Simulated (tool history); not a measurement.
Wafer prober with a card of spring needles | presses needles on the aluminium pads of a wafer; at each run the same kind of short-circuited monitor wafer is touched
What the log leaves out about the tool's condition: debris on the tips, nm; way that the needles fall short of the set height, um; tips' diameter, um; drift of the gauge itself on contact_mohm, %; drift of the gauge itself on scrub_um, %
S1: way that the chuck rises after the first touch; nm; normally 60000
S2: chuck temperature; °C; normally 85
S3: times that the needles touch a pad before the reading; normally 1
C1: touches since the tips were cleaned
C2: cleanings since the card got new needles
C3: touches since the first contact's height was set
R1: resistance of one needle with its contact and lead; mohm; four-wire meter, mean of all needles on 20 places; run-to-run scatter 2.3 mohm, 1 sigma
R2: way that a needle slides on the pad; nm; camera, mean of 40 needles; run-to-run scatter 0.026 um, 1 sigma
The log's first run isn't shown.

run   hour     S1  S2  S3    C1  C2      C3   R1    R2
  2   12.4  53000  85   1  5094  27  108394  262  6970
      19.4  -- tips cleaned on abrasive film
  3   26.3  53000  85   1  2376  28  113149  264  6960
      41.3  -- tips cleaned on abrasive film
  4     45  60000  85   1  1260  29  119523  256  7920
      63.7  -- tips cleaned on abrasive film
  5   65.8  41000  85   1   700  30  126648  273  5410
  6     76  41000  85   1  4209  30  130157  271  5410
        82  -- height of the first contact set anew
      86.3  -- tips cleaned on abrasive film
  7   88.6  41000  85   1   793  31    2259  272  5400
  8  103.8  60000  85   1  6008  31    7474  258  7950
     108.6  -- tips cleaned on abrasive film
  9  119.5  60000  85   1  3745  32   12835  262  7870
     130.1  -- tips cleaned on abrasive film
 10  139.2  60000  85   1  3132  33   19597  262  7870
 11  148.1  60000  85   1  6186  33   22651  262  7890
     152.4  -- tips cleaned on abrasive film
 12  167.5  60000  85   1  5190  34   29292  262  7890
     174.2  -- tips cleaned on abrasive film
 13  179.2  60000  85   1  1718  35   33293  256  7910
     195.8  -- tips cleaned on abrasive film
 14  197.2  60000  85   1   477  36   39446  262  7860
 15    216  60000  85   1  6959  36   45928  265  7930
     217.3  -- tips cleaned on abrasive film
 16  236.5  60000  85   1  6630  37   52960  260  7910

Run 17 comes next. What will it give?
     238.6  -- tips cleaned on abrasive film
 17  257.1  60000  85   1  6368  38  59988   ?   ?

R1: 262 mohm
R2: 7870 nm
The same run, on a tool lacking any hidden state, would have yielded R1 262 mohm, R2 7880 nm.

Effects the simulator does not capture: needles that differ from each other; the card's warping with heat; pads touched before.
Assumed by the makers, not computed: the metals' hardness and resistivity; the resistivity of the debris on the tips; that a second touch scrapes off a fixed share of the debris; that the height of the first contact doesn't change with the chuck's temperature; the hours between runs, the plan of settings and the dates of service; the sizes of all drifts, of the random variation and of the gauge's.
